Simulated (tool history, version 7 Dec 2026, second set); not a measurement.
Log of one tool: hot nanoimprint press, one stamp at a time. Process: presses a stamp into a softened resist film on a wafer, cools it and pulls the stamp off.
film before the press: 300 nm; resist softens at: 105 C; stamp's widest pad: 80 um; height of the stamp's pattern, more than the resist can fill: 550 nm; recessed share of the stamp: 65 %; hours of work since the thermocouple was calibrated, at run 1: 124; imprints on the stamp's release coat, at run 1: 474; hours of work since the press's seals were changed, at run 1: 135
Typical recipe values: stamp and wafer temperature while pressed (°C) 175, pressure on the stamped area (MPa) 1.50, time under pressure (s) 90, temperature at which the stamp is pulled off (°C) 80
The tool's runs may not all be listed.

run	day	stamp and wafer temperature while pressed (°C)	pressure on the stamped area (MPa)	time under pressure (s)	temperature at which the stamp is pulled off (°C)	hours of work since the thermocouple was calibrated	imprints on the stamp's release coat	hours of work since the press's seals were changed	resist left under the stamp's widest pad (Å)	greatest force while the stamp is pulled off (N)
1	0.000	175	1.50	90	80	124	474	135	1354	235
2	0.600	175	1.50	90	80	134	506	145	1364	240
3	1.050	175	1.50	90	80	141	530	152	1359	246
4	1.571	175	1.50	90	80	150	557	161	1364	237
5	2.021	175	1.09	90	80	157	581	169	1593	246
6	2.392	175	1.50	90	80	164	601	175	1374	245
7	2.758	175	0.93	90	80	170	620	181	1674	241
8	3.288	175	1.40	90	80	178	649	189	1424	246
9	3.738	175	1.40	90	80	186	672	197	1423	244
10	4.096	175	1.40	90	80	192	691	203	1427	240
11	4.421	175	1.40	90	80	197	709	208	1427	250
12	4.958	175	1.40	90	80	206	737	217	1438	247
13	5.400	175	1.40	90	80	213	761	224	1410	251
14	5.996	175	1.50	90	80	223	792	234	1389	248
15	6.454	175	1.50	90	80	231	816	242	1386	251
16	6.783	181	1.26	61	70	236	834	247	1301	322
17	7.150	175	1.92	100	80	242	853	253	1202	253
18	7.750	172	1.92	100	80	252	885	263	1412	247
19	8.279	172	1.92	100	80	261	913	272	1423	251
# day 8.458: plate thermocouple calibrated
20	8.696	179	1.71	59	74	4	929	277	1301	295
21	8.988	175	1.50	67	72	9	944	281	1592	311
22	9.408	185	1.50	67	87	16	967	288	975	207
23	9.825	167	1.30	67	87	23	989	295	2307	220
24	10.125	167	1.30	67	87	27	1005	300	2331	211
25	10.542	175	1.34	111	76	34	1027	307	1403	286
26	11.025	165	1.34	152	76	42	1053	315	2062	287
27	11.417	165	1.34	152	76	49	1073	322	2052	287
28	11.938	165	1.34	152	76	57	1101	330	2065	291
# day 12.308: plate thermocouple calibrated, once more
29	12.425	165	1.34	152	76	2	1120	336	1894	282

Forecast each of these 3 alternatives for the next run:
A	12.808	168	2.04	90	81	8	1140	342	?	?
B	12.808	176	1.34	77	76	8	1140	342	?	?
C	12.808	175	1.82	90	88	8	1140	342	?	?

run	resist left under the stamp's widest pad (Å)	greatest force while the stamp is pulled off (N)
A	1650	240
B	1390	271
C	1212	200
With the hidden condition removed and each run's random variation left untouched, the same runs would have given:
run	resist left under the stamp's widest pad (Å)	greatest force while the stamp is pulled off (N)
A	1640	214
B	1386	242
C	1205	179
